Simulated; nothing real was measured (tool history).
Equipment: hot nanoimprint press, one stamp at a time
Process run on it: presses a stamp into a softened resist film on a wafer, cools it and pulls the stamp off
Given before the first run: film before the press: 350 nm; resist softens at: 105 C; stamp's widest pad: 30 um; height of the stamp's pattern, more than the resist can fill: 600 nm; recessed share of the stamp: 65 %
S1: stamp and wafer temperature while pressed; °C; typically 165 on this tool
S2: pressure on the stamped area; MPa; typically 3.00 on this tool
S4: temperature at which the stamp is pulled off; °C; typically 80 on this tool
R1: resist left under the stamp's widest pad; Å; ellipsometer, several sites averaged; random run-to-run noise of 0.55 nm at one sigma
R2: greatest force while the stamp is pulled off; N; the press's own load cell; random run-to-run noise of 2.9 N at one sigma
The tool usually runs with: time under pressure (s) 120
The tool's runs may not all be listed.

{"run": 1, "hour": 0.0, "S1": 165, "S2": 3.0, "time under pressure (s)": 120, "S4": 80, "R1": 1478, "R2": 133}
{"run": 2, "hour": 7.2, "S1": 172, "S2": 3.0, "time under pressure (s)": 120, "S4": 80, "R1": 1173, "R2": 139}
{"run": 3, "hour": 12.5, "S1": 156, "S2": 3.0, "time under pressure (s)": 120, "S4": 80, "R1": 1994, "R2": 140}
{"run": 4, "hour": 18.2, "S1": 157, "S2": 3.0, "time under pressure (s)": 120, "S4": 80, "R1": 1929, "R2": 138}
{"run": 5, "hour": 28.7, "S1": 165, "S2": 3.0, "time under pressure (s)": 120, "S4": 80, "R1": 1485, "R2": 138}
{"run": 6, "hour": 36.2, "S1": 165, "S2": 3.0, "time under pressure (s)": 120, "S4": 80, "R1": 1471, "R2": 137}
{"run": 7, "hour": 45.3, "S1": 165, "S2": 3.0, "time under pressure (s)": 120, "S4": 80, "R1": 1491, "R2": 135}
{"run": 8, "hour": 55.5, "S1": 154, "S2": 3.0, "time under pressure (s)": 120, "S4": 80, "R1": 2123, "R2": 134}
{"run": 9, "hour": 67.9, "S1": 154, "S2": 3.0, "time under pressure (s)": 120, "S4": 80, "R1": 2135, "R2": 141}
{"run": 10, "hour": 76.7, "S1": 171, "S2": 3.0, "time under pressure (s)": 120, "S4": 80, "R1": 1217, "R2": 136}
{"run": 11, "hour": 89.2, "S1": 165, "S2": 3.0, "time under pressure (s)": 120, "S4": 83, "R1": 1478, "R2": 137}
{"run": 12, "hour": 100.9, "S1": 165, "S2": 3.0, "time under pressure (s)": 120, "S4": 83, "R1": 1489, "R2": 133}
{"run": 13, "hour": 110.4, "S1": 165, "S2": 3.0, "time under pressure (s)": 120, "S4": 83, "R1": 1486, "R2": 135}
{"run": 14, "hour": 117.8, "S1": 165, "S2": 3.0, "time under pressure (s)": 120, "S4": 83, "R1": 1489, "R2": 141}
{"run": 15, "hour": 126.7, "S1": 165, "S2": 3.0, "time under pressure (s)": 120, "S4": 84, "R1": 1493, "R2": 137}
{"run": 16, "hour": 136.4, "S1": 164, "S2": 3.78, "time under pressure (s)": 100, "S4": 74, "R1": 1458, "R2": 147}
{"run": 17, "hour": 142.0, "S1": 164, "S2": 3.78, "time under pressure (s)": 100, "S4": 74, "R1": 1472, "R2": 149}
{"run": 18, "hour": 153.0, "S1": 165, "S2": 3.24, "time under pressure (s)": 120, "S4": 65, "R1": 1428, "R2": 159}
{"run": 19, "hour": 160.2, "S1": 173, "S2": 2.4, "time under pressure (s)": 127, "S4": 76, "R1": 1257, "R2": 149}
{"run": 20, "hour": 171.9, "S1": 165, "S2": 3.0, "time under pressure (s)": 90, "S4": 80, "R1": 1661, "R2": 144}
{"run": 21, "hour": 177.4, "S1": 160, "S2": 3.52, "time under pressure (s)": 227, "S4": 80, "R1": 1297, "R2": 143}
{"run": 22, "hour": 189.4, "S1": 162, "S2": 1.9, "time under pressure (s)": 175, "S4": 88, "R1": 1776, "R2": 132}
{"run": 23, "hour": 196.2, "S1": 175, "S2": 3.56, "time under pressure (s)": 90, "S4": 75, "R1": 1099, "R2": 150}
{"run": 24, "hour": 202.1, "S1": 175, "S2": 3.56, "time under pressure (s)": 84, "S4": 75, "R1": 1127, "R2": 153}
{"run": 25, "hour": 214.2, "S1": 175, "S2": 3.56, "time under pressure (s)": 84, "S4": 75, "R1": 1140, "R2": 151}
{"run": 26, "hour": 224.1, "S1": 175, "S2": 3.56, "time under pressure (s)": 147, "S4": 75, "R1": 901, "R2": 152}
{"run": 27, "hour": 233.6, "S1": 175, "S2": 3.56, "time under pressure (s)": 147, "S4": 75, "R1": 905, "R2": 155}
{"run": 28, "hour": 240.1, "S1": 175, "S2": 3.56, "time under pressure (s)": 147, "S4": 75, "R1": 904, "R2": 148}
{"run": 29, "hour": 251.5, "S1": 169, "S2": 3.56, "time under pressure (s)": 147, "S4": 75, "R1": 1104, "R2": 154}
{"run": 30, "hour": 261.0, "S1": 169, "S2": 3.56, "time under pressure (s)": 147, "S4": 75, "R1": 1110, "R2": 146}

3 ways to go on from here, each from the tool as it stands after run 30. What would each give?
{"run": "A", "hour": 270.9, "S1": 171, "S2": 1.82, "time under pressure (s)": 154, "S4": 75, "R1": "?", "R2": "?"}
{"run": "B", "hour": 270.9, "S1": 175, "S2": 3.56, "time under pressure (s)": 147, "S4": 75, "R1": "?", "R2": "?"}
{"run": "C", "hour": 270.9, "S1": 157, "S2": 3.56, "time under pressure (s)": 96, "S4": 75, "R1": "?", "R2": "?"}

run=A R1=1433 R2=145
run=B R1=908 R2=147
run=C R1=1952 R2=156
With the hidden condition removed and each run's random variation left untouched, the same runs would have given:
run=A R1=1427 R2=134
run=B R1=900 R2=136
run=C R1=1940 R2=145

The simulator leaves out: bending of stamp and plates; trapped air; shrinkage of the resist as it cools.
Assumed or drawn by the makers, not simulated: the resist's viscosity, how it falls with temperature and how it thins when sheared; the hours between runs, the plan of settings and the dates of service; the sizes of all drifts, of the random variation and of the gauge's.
